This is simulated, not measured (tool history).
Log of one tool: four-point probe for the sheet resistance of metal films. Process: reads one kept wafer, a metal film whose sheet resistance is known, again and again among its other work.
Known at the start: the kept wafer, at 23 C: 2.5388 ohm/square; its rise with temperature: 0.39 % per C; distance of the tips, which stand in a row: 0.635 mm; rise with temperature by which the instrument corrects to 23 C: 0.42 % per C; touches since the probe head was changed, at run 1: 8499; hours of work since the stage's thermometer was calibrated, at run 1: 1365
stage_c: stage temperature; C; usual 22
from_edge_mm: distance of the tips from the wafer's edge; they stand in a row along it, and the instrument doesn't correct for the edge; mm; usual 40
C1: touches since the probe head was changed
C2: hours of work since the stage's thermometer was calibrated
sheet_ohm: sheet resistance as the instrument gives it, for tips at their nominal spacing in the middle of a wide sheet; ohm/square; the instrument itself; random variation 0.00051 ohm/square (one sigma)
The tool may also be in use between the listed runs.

{"run": 1, "hour": 0.0, "stage_c": 22, "from_edge_mm": 40, "C1": 8499, "C2": 1365, "sheet_ohm": 2.548075}
{"run": 2, "hour": 50.0, "stage_c": 22, "from_edge_mm": 72, "C1": 10047, "C2": 1394, "sheet_ohm": 2.548343}
{"run": 3, "hour": 87.6, "stage_c": 22, "from_edge_mm": 72, "C1": 11211, "C2": 1415, "sheet_ohm": 2.547731}
{"run": 4, "hour": 143.7, "stage_c": 22, "from_edge_mm": 14, "C1": 12946, "C2": 1448, "sheet_ohm": 2.550724}
{"run": 5, "hour": 189.0, "stage_c": 19, "from_edge_mm": 40, "C1": 14347, "C2": 1474, "sheet_ohm": 2.550629}
{"run": 6, "hour": 223.9, "stage_c": 19, "from_edge_mm": 40, "C1": 15426, "C2": 1494, "sheet_ohm": 2.55044}
{"run": 7, "hour": 286.3, "stage_c": 22, "from_edge_mm": 40, "C1": 17358, "C2": 1531, "sheet_ohm": 2.548942}
{"run": 8, "hour": 336.0, "stage_c": 22, "from_edge_mm": 6, "C1": 18895, "C2": 1559, "sheet_ohm": 2.564591}
{"run": 9, "hour": 393.2, "stage_c": 22, "from_edge_mm": 59, "C1": 20666, "C2": 1592, "sheet_ohm": 2.549042}
{"run": 10, "hour": 439.3, "stage_c": 23, "from_edge_mm": 59, "C1": 22092, "C2": 1619, "sheet_ohm": 2.548786}
{"run": 11, "hour": 477.0, "stage_c": 21, "from_edge_mm": 3, "C1": 23257, "C2": 1641, "sheet_ohm": 2.609822}
{"run": 12, "hour": 511.9, "stage_c": 31, "from_edge_mm": 20, "C1": 24338, "C2": 1661, "sheet_ohm": 2.544438}
{"run": 13, "hour": 571.0, "stage_c": 28, "from_edge_mm": 68, "C1": 26167, "C2": 1696, "sheet_ohm": 2.54482}
{"run": 14, "hour": 613.7, "stage_c": 33, "from_edge_mm": 44, "C1": 27489, "C2": 1720, "sheet_ohm": 2.54287}
{"run": 15, "hour": 657.8, "stage_c": 21, "from_edge_mm": 26, "C1": 28853, "C2": 1746, "sheet_ohm": 2.551558}
{"run": 16, "hour": 721.5, "stage_c": 21, "from_edge_mm": 26, "C1": 30822, "C2": 1783, "sheet_ohm": 2.552953}
{"run": 17, "hour": 771.5, "stage_c": 21, "from_edge_mm": 26, "C1": 32370, "C2": 1812, "sheet_ohm": 2.552583}
{"run": 18, "hour": 834.8, "stage_c": 21, "from_edge_mm": 26, "C1": 34328, "C2": 1848, "sheet_ohm": 2.552347}

Some steps in sheet_ohm between neighbouring runs. How much of each would the tool show without its hidden state too (settings, what came in, random variation), and how much is left for the hidden state, with any gauge scatter that isn't in both results?
The hidden state here: inner tips' distance over the nominal, %; tips' flats over new ones', %; wafer's true temperature over the reading, C; drift of the gauge itself on sheet_ohm, %.
Run 10 -> 11: stage_c 23 -> 21, from_edge_mm 59 -> 3. sheet_ohm +0.061036 ohm/square: hidden state +0.000377, all else +0.060659.
Run 11 -> 12: stage_c 21 -> 31, from_edge_mm 3 -> 20. sheet_ohm -0.065384 ohm/square: hidden state -0.000240, all else -0.065144.
